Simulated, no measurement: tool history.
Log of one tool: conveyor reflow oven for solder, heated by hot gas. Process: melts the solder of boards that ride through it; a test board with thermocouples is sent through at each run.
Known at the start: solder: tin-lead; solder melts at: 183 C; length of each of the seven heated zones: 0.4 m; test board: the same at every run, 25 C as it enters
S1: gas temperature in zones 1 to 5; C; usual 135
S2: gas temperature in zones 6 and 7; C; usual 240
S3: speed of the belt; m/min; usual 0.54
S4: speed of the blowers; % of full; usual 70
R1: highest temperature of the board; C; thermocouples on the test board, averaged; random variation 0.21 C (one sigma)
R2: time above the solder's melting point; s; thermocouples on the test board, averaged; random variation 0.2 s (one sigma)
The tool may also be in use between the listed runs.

| run | hour | S1 | S2 | S3 | S4 | R1 | R2 |
|---|---|---|---|---|---|---|---|
| 1 | 0 | 135 | 240 | 0.54 | 70 | 217 | 64.8 |
| 2 | 15.3 | 135 | 240 | 0.54 | 70 | 217.6 | 64.7 |
| 3 | 36.2 | 135 | 240 | 0.54 | 52 | 212.4 | 59.2 |
| 4 | 65.9 | 135 | 240 | 0.54 | 70 | 217.1 | 64.4 |
| 5 | 89.4 | 135 | 240 | 0.54 | 70 | 216.7 | 64.7 |
| 6 | 104.4 | 135 | 240 | 0.54 | 70 | 216.6 | 64.4 |
| 7 | 131 | 135 | 240 | 0.54 | 70 | 216.7 | 64.2 |
| 8 | 162.4 | 135 | 240 | 0.54 | 70 | 216.5 | 64.1 |
| 9 | 179.4 | 135 | 240 | 0.54 | 70 | 216.4 | 63.7 |
| 10 | 204.3 | 135 | 240 | 0.54 | 70 | 216.7 | 63.5 |
| 11 | 232.5 | 135 | 230 | 0.438 | 70 | 214.4 | 79.3 |
| 12 | 255.6 | 146 | 240 | 0.54 | 51 | 214.4 | 66.4 |
| 13 | 270.5 | 146 | 240 | 0.54 | 51 | 214.4 | 65.4 |
| 14 | 300.5 | 135 | 253 | 0.512 | 70 | 229.1 | 78.8 |
| 15 | 328.4 | 142 | 245 | 0.512 | 70 | 223.4 | 78 |
| 16 | 359.7 | 145 | 240 | 0.54 | 70 | 217.7 | 69.9 |
| 17 | 389.4 | 142 | 251 | 0.648 | 70 | 218.3 | 56.5 |
| 18 | 423.7 | 142 | 251 | 0.546 | 56 | 222.3 | 71.2 |
|  | 447.1 | flux residue cleaned out of gas plates and filters |
| 19 | 460.5 | 128 | 252 | 0.54 | 65 | 224.6 | 68.8 |
| 20 | 485.5 | 128 | 252 | 0.54 | 65 | 224.7 | 69.1 |

4 ways to go on from here, each from the tool as it stands after run 20. What would each give?
| A | 500.4 | 131 | 252 | 0.54 | 65 | ? | ? |
| B | 500.4 | 147 | 240 | 0.54 | 56 | ? | ? |
| C | 500.4 | 149 | 240 | 0.566 | 60 | ? | ? |
| D | 500.4 | 135 | 250 | 0.54 | 57 | ? | ? |

| run | R1 | R2 |
|---|---|---|
| A | 225.2 | 70.6 |
| B | 216.5 | 69.5 |
| C | 216 | 67.1 |
| D | 222.5 | 69 |
Without the tool's hidden state the same runs would have given:
| run | R1 | R2 |
|---|---|---|
| A | 226.2 | 70.2 |
| B | 217.4 | 69.2 |
| C | 216.9 | 66.9 |
| D | 223.4 | 68.7 |

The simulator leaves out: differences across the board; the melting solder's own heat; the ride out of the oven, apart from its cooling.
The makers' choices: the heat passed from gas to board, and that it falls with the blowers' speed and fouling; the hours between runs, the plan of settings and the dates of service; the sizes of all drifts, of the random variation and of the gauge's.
